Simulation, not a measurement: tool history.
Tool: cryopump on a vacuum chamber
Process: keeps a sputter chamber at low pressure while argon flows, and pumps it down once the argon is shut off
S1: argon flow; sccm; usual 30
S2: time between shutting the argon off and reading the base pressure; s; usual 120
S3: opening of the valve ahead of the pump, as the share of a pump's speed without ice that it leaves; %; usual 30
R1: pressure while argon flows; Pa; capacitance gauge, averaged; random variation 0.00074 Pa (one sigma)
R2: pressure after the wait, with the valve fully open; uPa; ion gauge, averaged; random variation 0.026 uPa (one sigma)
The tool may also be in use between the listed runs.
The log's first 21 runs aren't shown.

run,hour,S1,S2,S3,R1,R2
22,678.7,51,120,18,0.3973,2.93
23,716,53,120,60,0.1309,2.83
# hour 723.1: pump warmed up, emptied and cooled again
24,758.3,53,31,60,0.1207,4.91
25,792.8,27,56,30,0.1241,3.54
26,834.1,27,56,30,0.1232,3.62
27,858.8,30,55,36,0.1138,3.6
28,896.1,57,28,41,0.1933,5.37
29,916.9,43,30,21,0.2789,5.05
30,943.2,43,30,21,0.2798,5.25
31,968.7,43,30,21,0.2787,5.21
32,1002.1,43,30,21,0.2815,5.21
33,1029.2,14,34,16,0.1195,4.84

4 ways to go on from here, each from the tool as it stands after run 33. What would each give?
A,1053.8,17,34,16,?,?
B,1053.8,26,34,16,?,?
C,1053.8,32,34,16,?,?
D,1053.8,16,120,44,?,?

run,R1,R2
A,0.1461,4.9
B,0.2236,4.86
C,0.2749,4.87
D,0.051,2.69
Without the tool's hidden state the same runs would have given:
run,R1,R2
A,0.1448,3.23
B,0.2216,3.19
C,0.2724,3.2
D,0.0498,1.06
